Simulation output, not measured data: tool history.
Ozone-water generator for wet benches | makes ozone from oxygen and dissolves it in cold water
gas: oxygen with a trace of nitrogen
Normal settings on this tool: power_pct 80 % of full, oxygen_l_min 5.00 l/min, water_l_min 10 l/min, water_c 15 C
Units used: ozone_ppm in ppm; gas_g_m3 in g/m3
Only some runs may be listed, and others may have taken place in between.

Run 1, hour 0.0: usual settings. Result: ozone_ppm 30.0 ppm, gas_g_m3 247.6 g/m3.
Run 2, hour 53.8: usual settings. Result: ozone_ppm 30.1 ppm, gas_g_m3 245.7 g/m3.
Run 3, hour 99.4: usual settings but water_l_min 14 l/min. Result: ozone_ppm 21.7 ppm, gas_g_m3 245.7 g/m3.
Run 4, hour 187.8: usual settings but water_l_min 14 l/min. Result: ozone_ppm 21.6 ppm, gas_g_m3 247.0 g/m3.
Run 5, hour 279.1: usual settings but water_l_min 14 l/min. Result: ozone_ppm 21.9 ppm, gas_g_m3 247.8 g/m3.
Run 6, hour 361.1: usual settings but water_l_min 14 l/min. Result: ozone_ppm 22.1 ppm, gas_g_m3 245.9 g/m3.
Run 7, hour 428.9: usual settings. Result: ozone_ppm 30.0 ppm, gas_g_m3 245.4 g/m3.
Run 8, hour 531.0: usual settings. Result: ozone_ppm 29.9 ppm, gas_g_m3 247.6 g/m3.
Run 9, hour 591.8: usual settings. Result: ozone_ppm 30.0 ppm, gas_g_m3 248.4 g/m3.
Run 10, hour 643.1: usual settings. Result: ozone_ppm 29.9 ppm, gas_g_m3 245.3 g/m3.
Run 11, hour 699.3: usual settings. Result: ozone_ppm 29.9 ppm, gas_g_m3 245.8 g/m3.
Run 12, hour 746.0: usual settings. Result: ozone_ppm 30.4 ppm, gas_g_m3 246.5 g/m3.
Run 13, hour 822.7: usual settings. Result: ozone_ppm 30.3 ppm, gas_g_m3 245.5 g/m3.
Run 14, hour 900.5: usual settings but oxygen_l_min 4.99 l/min. Result: ozone_ppm 30.0 ppm, gas_g_m3 247.0 g/m3.
Run 15, hour 968.2: usual settings but water_l_min 14 l/min. Result: ozone_ppm 22.0 ppm, gas_g_m3 246.9 g/m3.
Run 16, hour 1032.2: usual settings but oxygen_l_min 5.17 l/min. Result: ozone_ppm 29.9 ppm, gas_g_m3 242.5 g/m3.
Run 17, hour 1086.5: usual settings. Result: ozone_ppm 29.8 ppm, gas_g_m3 248.0 g/m3.
Run 18, hour 1165.6: usual settings but power_pct 40 % of full. Result: ozone_ppm 21.2 ppm, gas_g_m3 174.4 g/m3.
Run 19, hour 1267.1: usual settings but power_pct 90 % of full, oxygen_l_min 6.55 l/min, water_c 8 C. Result: ozone_ppm 34.9 ppm, gas_g_m3 224.6 g/m3.
Run 20, hour 1318.5: usual settings but power_pct 90 % of full, oxygen_l_min 6.55 l/min, water_c 8 C. Result: ozone_ppm 35.1 ppm, gas_g_m3 223.8 g/m3.
Run 21, hour 1380.8: usual settings but power_pct 41 % of full, oxygen_l_min 3.98 l/min, water_l_min 6 l/min, water_c 16 C. Result: ozone_ppm 32.7 ppm, gas_g_m3 201.6 g/m3.
Run 22, hour 1447.0: usual settings but power_pct 41 % of full, oxygen_l_min 4.89 l/min, water_l_min 6 l/min, water_c 19 C. Result: ozone_ppm 29.3 ppm, gas_g_m3 180.1 g/m3.
Run 23, hour 1548.6: usual settings but power_pct 41 % of full, oxygen_l_min 4.89 l/min, water_l_min 6 l/min, water_c 19 C. Result: ozone_ppm 29.3 ppm, gas_g_m3 178.0 g/m3.
Run 24, hour 1621.8: usual settings but power_pct 73 % of full. Result: ozone_ppm 28.4 ppm, gas_g_m3 234.6 g/m3.
Run 25, hour 1726.6: usual settings but power_pct 73 % of full. Result: ozone_ppm 28.4 ppm, gas_g_m3 235.2 g/m3.
Run 26, hour 1831.8: usual settings but power_pct 73 % of full. Result: ozone_ppm 28.5 ppm, gas_g_m3 235.4 g/m3.
Run 27, hour 1878.7: usual settings but power_pct 64 % of full, oxygen_l_min 5.21 l/min. Result: ozone_ppm 26.5 ppm, gas_g_m3 214.6 g/m3.
Run 28, hour 1949.0: usual settings but power_pct 62 % of full, oxygen_l_min 5.21 l/min. Result: ozone_ppm 26.2 ppm, gas_g_m3 212.1 g/m3.
Run 29, hour 2004.3: usual settings but power_pct 62 % of full, oxygen_l_min 5.21 l/min. Result: ozone_ppm 25.8 ppm, gas_g_m3 211.6 g/m3.
Run 30, hour 2093.7: usual settings but power_pct 49 % of full, oxygen_l_min 5.21 l/min. Result: ozone_ppm 23.3 ppm, gas_g_m3 188.2 g/m3.
Run 31, hour 2146.9: usual settings but power_pct 49 % of full, oxygen_l_min 5.21 l/min. Result: ozone_ppm 23.3 ppm, gas_g_m3 188.6 g/m3.
Run 32, hour 2220.6: usual settings but power_pct 44 % of full, water_l_min 7 l/min, water_c 8 C. Result: ozone_ppm 34.0 ppm, gas_g_m3 182.7 g/m3.
Run 33, hour 2284.4: usual settings but power_pct 83 % of full, oxygen_l_min 3.61 l/min, water_c 9 C. Result: ozone_ppm 34.7 ppm, gas_g_m3 301.4 g/m3.
Run 34, hour 2378.0: usual settings but oxygen_l_min 4.96 l/min, water_c 11 C. Result: ozone_ppm 32.2 ppm, gas_g_m3 245.5 g/m3.

Put back what was entered between runs (1 entry, withheld): which listed runs does each sit between, and how does the hidden state differ from the listed run before to the listed run after?
Run 25 -> run 26: contactor cleaned (hour 1766.4)
  no difference in the tool's unlogged condition between these two runs
